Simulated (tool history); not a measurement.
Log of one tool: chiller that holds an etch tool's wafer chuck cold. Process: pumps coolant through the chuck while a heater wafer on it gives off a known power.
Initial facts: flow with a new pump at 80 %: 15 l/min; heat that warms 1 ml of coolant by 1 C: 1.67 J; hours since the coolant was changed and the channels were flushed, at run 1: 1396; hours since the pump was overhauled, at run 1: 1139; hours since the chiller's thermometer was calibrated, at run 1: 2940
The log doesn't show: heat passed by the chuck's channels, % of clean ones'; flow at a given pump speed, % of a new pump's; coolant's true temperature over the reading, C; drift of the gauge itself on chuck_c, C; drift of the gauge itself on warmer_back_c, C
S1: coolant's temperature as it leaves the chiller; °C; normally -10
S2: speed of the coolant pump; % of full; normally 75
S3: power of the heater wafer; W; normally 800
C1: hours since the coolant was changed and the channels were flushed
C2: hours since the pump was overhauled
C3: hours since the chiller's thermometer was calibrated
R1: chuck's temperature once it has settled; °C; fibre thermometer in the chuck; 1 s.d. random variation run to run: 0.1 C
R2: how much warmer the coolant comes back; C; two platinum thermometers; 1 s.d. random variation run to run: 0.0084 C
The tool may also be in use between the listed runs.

run 1 hour=0.0 | S1=-10 S2=75 S3=800 | C1=1396 C2=1139 C3=2940 | R1=-1.3 R2=2.051
run 2 hour=92.6 | S1=-10 S2=75 S3=800 | C1=1489 C2=1232 C3=3032 | R1=-1.4 R2=2.034
run 3 hour=132.9 | S1=-10 S2=75 S3=800 | C1=1529 C2=1272 C3=3073 | R1=-1.3 R2=2.047
run 4 hour=181.3 | S1=-10 S2=75 S3=800 | C1=1578 C2=1320 C3=3121 | R1=-1.2 R2=2.062
run 5 hour=232.9 | S1=-10 S2=75 S3=800 | C1=1629 C2=1372 C3=3173 | R1=-1.2 R2=2.044
run 6 hour=313.8 | S1=-10 S2=75 S3=617 | C1=1710 C2=1453 C3=3254 | R1=-3.5 R2=1.578
run 7 hour=399.5 | S1=-8 S2=75 S3=800 | C1=1796 C2=1539 C3=3339 | R1=0.5 R2=2.043
run 8 hour=488.8 | S1=-8 S2=75 S3=800 | C1=1885 C2=1628 C3=3429 | R1=0.6 R2=2.055
run 9 hour=573.9 | S1=-10 S2=75 S3=795 | C1=1970 C2=1713 C3=3514 | R1=-1.3 R2=2.038
run 10 hour=618.2 | S1=-10 S2=68 S3=404 | C1=2015 C2=1757 C3=3558 | R1=-5.4 R2=1.141
run 11 hour=675.2 | S1=-15 S2=70 S3=1103 | C1=2072 C2=1814 C3=3615 | R1=-2.5 R2=3.017
run 12 hour=763.9 | S1=-11 S2=66 S3=622 | C1=2160 C2=1903 C3=3704 | R1=-3.6 R2=1.805
run 13 hour=844.0 | S1=-12 S2=73 S3=509 | C1=2240 C2=1983 C3=3784 | R1=-6.3 R2=1.328
run 14 hour=913.5 | S1=-17 S2=67 S3=1115 | C1=2310 C2=2053 C3=3853 | R1=-3.9 R2=3.158
run 15 hour=955.6 | S1=-17 S2=88 S3=1115 | C1=2352 C2=2095 C3=3895 | R1=-6.3 R2=2.455
run 16 hour=1042.3 | S1=-17 S2=88 S3=1115 | C1=2439 C2=2181 C3=3982 | R1=-6.4 R2=2.436
run 17 hour=1126.6 | S1=-17 S2=87 S3=718 | C1=2523 C2=2266 C3=4066 | R1=-10.0 R2=1.586

Here are 4 independent what-if runs from the current tool condition. What would each one return?
run A hour=1173.3 | S1=-9 S2=75 S3=800 | C1=2570 C2=2312 C3=4113 | R1=? R2=?
run B hour=1173.3 | S1=-13 S2=92 S3=843 | C1=2570 C2=2312 C3=4113 | R1=? R2=?
run C hour=1173.3 | S1=-15 S2=87 S3=1038 | C1=2570 C2=2312 C3=4113 | R1=? R2=?
run D hour=1173.3 | S1=-14 S2=81 S3=1187 | C1=2570 C2=2312 C3=4113 | R1=? R2=?

run=A R1=-0.2 R2=2.040
run=B R1=-5.2 R2=1.760
run=C R1=-4.9 R2=2.295
run=D R1=-1.9 R2=2.813
Take away the tool's hidden state, keep each run's random variation, and the runs would have read:
run=A R1=-0.2 R2=2.039
run=B R1=-5.3 R2=1.760
run=C R1=-5.0 R2=2.294
run=D R1=-1.9 R2=2.812
